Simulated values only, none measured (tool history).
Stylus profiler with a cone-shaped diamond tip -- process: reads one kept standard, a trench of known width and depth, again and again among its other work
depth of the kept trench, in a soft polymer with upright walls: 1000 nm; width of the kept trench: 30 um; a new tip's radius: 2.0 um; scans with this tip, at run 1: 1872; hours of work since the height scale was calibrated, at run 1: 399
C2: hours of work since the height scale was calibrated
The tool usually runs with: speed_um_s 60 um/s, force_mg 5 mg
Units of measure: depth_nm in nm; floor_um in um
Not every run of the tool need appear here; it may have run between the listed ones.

Run 1, hour 0: usual settings; scans with this tip 1872; C2 399. Result: depth_nm 1015.76 nm, floor_um 26.23 um.
Run 2, hour 56.5: usual settings; scans with this tip 1982; C2 422. Result: depth_nm 1015.82 nm, floor_um 26.29 um.
Run 3, hour 106.9: usual settings; scans with this tip 2081; C2 443. Result: depth_nm 1015.61 nm, floor_um 26.37 um.
Run 4, hour 146.1: usual settings but speed_um_s 83 um/s; scans with this tip 2158; C2 460. Result: depth_nm 1015.71 nm, floor_um 26.21 um.
Run 5, hour 225.4: usual settings but speed_um_s 83 um/s; scans with this tip 2313; C2 493. Result: depth_nm 1015.88 nm, floor_um 26.22 um.
Run 6, hour 277.5: usual settings but speed_um_s 83 um/s, force_mg 8.41 mg; scans with this tip 2415; C2 514. Result: depth_nm 1022.35 nm, floor_um 26.36 um.
Run 7, hour 325.8: usual settings but force_mg 8.93 mg; scans with this tip 2510; C2 534. Result: depth_nm 1022.87 nm, floor_um 26.38 um.
Run 8, hour 372.2: usual settings but force_mg 8.93 mg; scans with this tip 2601; C2 554. Result: depth_nm 1023.72 nm, floor_um 26.38 um.
Run 9, hour 455.3: usual settings; scans with this tip 2763; C2 589. Result: depth_nm 1015.29 nm, floor_um 26.3 um.
Run 10, hour 530.4: usual settings; scans with this tip 2910; C2 620. Result: depth_nm 1015.7 nm, floor_um 26.33 um.
Run 11, hour 599.2: usual settings; scans with this tip 3045; C2 649. Result: depth_nm 1016.07 nm, floor_um 26.32 um.
Run 12, hour 635.5: usual settings; scans with this tip 3116; C2 664. Result: depth_nm 1015.99 nm, floor_um 26.3 um.
Run 13, hour 691.6: usual settings; scans with this tip 3226; C2 687. Result: depth_nm 1015.75 nm, floor_um 26.27 um.
Run 14, hour 777.3: usual settings; scans with this tip 3394; C2 723. Result: depth_nm 1015.87 nm, floor_um 26.32 um.
Run 15, hour 849.1: usual settings; scans with this tip 3535; C2 753. Result: depth_nm 1015.37 nm, floor_um 26.29 um.
Run 16, hour 889.7: usual settings; scans with this tip 3614; C2 770. Result: depth_nm 1016.3 nm, floor_um 26.31 um.
Run 17, hour 932.5: usual settings but speed_um_s 226 um/s; scans with this tip 3698; C2 788. Result: depth_nm 1015.86 nm, floor_um 25.68 um.
Run 18, hour 1009.4: usual settings but force_mg 3.98 mg; scans with this tip 3849; C2 820. Result: depth_nm 1013.53 nm, floor_um 26.29 um.
Run 19, hour 1050.1: usual settings but speed_um_s 21 um/s, force_mg 3.98 mg; scans with this tip 3928; C2 837. Result: depth_nm 1013.47 nm, floor_um 26.46 um.
Run 20, hour 1108.6: usual settings but force_mg 4.13 mg; scans with this tip 4043; C2 861. Result: depth_nm 1013.65 nm, floor_um 26.24 um.
Run 21, hour 1187.5: usual settings but force_mg 4.13 mg; scans with this tip 4198; C2 894. Result: depth_nm 1014.1 nm, floor_um 26.24 um.
Run 22, hour 1272.6: usual settings but force_mg 4.13 mg; scans with this tip 4364; C2 929. Result: depth_nm 1013.58 nm, floor_um 26.28 um.
Run 23, hour 1357.4: usual settings but speed_um_s 16 um/s, force_mg 4.13 mg; scans with this tip 4530; C2 965. Result: depth_nm 1013.84 nm, floor_um 26.46 um.
Run 24, hour 1433.1: usual settings but speed_um_s 16 um/s, force_mg 4.13 mg; scans with this tip 4679; C2 996. Result: depth_nm 1013.47 nm, floor_um 26.52 um.
Run 25, hour 1486.7: usual settings but speed_um_s 16 um/s, force_mg 4.13 mg; scans with this tip 4784; C2 1019. Result: depth_nm 1013.92 nm, floor_um 26.48 um.
Run 26, hour 1539.2: usual settings but force_mg 1.94 mg; scans with this tip 4887; C2 1041. Result: depth_nm 1008.5 nm, floor_um 26.13 um.
Run 27, hour 1609.7: usual settings but force_mg 1.94 mg; scans with this tip 5025; C2 1070. Result: depth_nm 1007.82 nm, floor_um 26.21 um.
Run 28, hour 1690.5: usual settings but speed_um_s 39 um/s, force_mg 1.77 mg; scans with this tip 5183; C2 1104. Result: depth_nm 1007.7 nm, floor_um 26.25 um.
Run 29, hour 1747.7: usual settings but force_mg 4.66 mg; scans with this tip 5295; C2 1128. Result: depth_nm 1014.88 nm, floor_um 26.29 um.
Run 30, hour 1828.3: usual settings but force_mg 4.33 mg; scans with this tip 5453; C2 1161. Result: depth_nm 1013.69 nm, floor_um 26.29 um.
Run 31, hour 1884.6: usual settings but speed_um_s 25 um/s, force_mg 11.71 mg; scans with this tip 5563; C2 1185. Result: depth_nm 1027.83 nm, floor_um 26.48 um.
Run 32, hour 1957: usual settings but speed_um_s 45 um/s, force_mg 10.37 mg; scans with this tip 5705; C2 1215. Result: depth_nm 1026.06 nm, floor_um 26.4 um.
Run 33, hour 2006.7: usual settings but speed_um_s 136 um/s, force_mg 10.56 mg; scans with this tip 5802; C2 1236. Result: depth_nm 1026.41 nm, floor_um 26.17 um.
Run 34, hour 2059.8: usual settings but speed_um_s 61 um/s, force_mg 2.06 mg; scans with this tip 5906; C2 1258. Result: depth_nm 1008.74 nm, floor_um 26.15 um.
Run 35, hour 2114: usual settings but speed_um_s 92 um/s, force_mg 2.06 mg; scans with this tip 6012; C2 1281. Result: depth_nm 1008.53 nm, floor_um 25.99 um.

Below are 4 alternative next runs, each starting from the tool's condition after run 35. Predict each:
Run A, hour 2159.9: usual settings but speed_um_s 16 um/s; scans with this tip 6102; C2 1300. Result: depth_nm ?, floor_um ?.
Run B, hour 2159.9: usual settings but speed_um_s 29 um/s, force_mg 2.15 mg; scans with this tip 6102; C2 1300. Result: depth_nm ?, floor_um ?.
Run C, hour 2159.9: usual settings but speed_um_s 120 um/s, force_mg 11.87 mg; scans with this tip 6102; C2 1300. Result: depth_nm ?, floor_um ?.
Run D, hour 2159.9: usual settings but speed_um_s 20 um/s, force_mg 2.01 mg; scans with this tip 6102; C2 1300. Result: depth_nm ?, floor_um ?.

run  depth_nm  floor_um
  A      1016     26.49
  B   1009.04     26.41
  C   1028.32     26.25
  D   1008.34     26.46
What these runs would have given with no unlogged condition in the tool:
run  depth_nm  floor_um
  A   1016.11      26.5
  B   1009.15     26.42
  C   1028.44     26.25
  D   1008.45     26.47
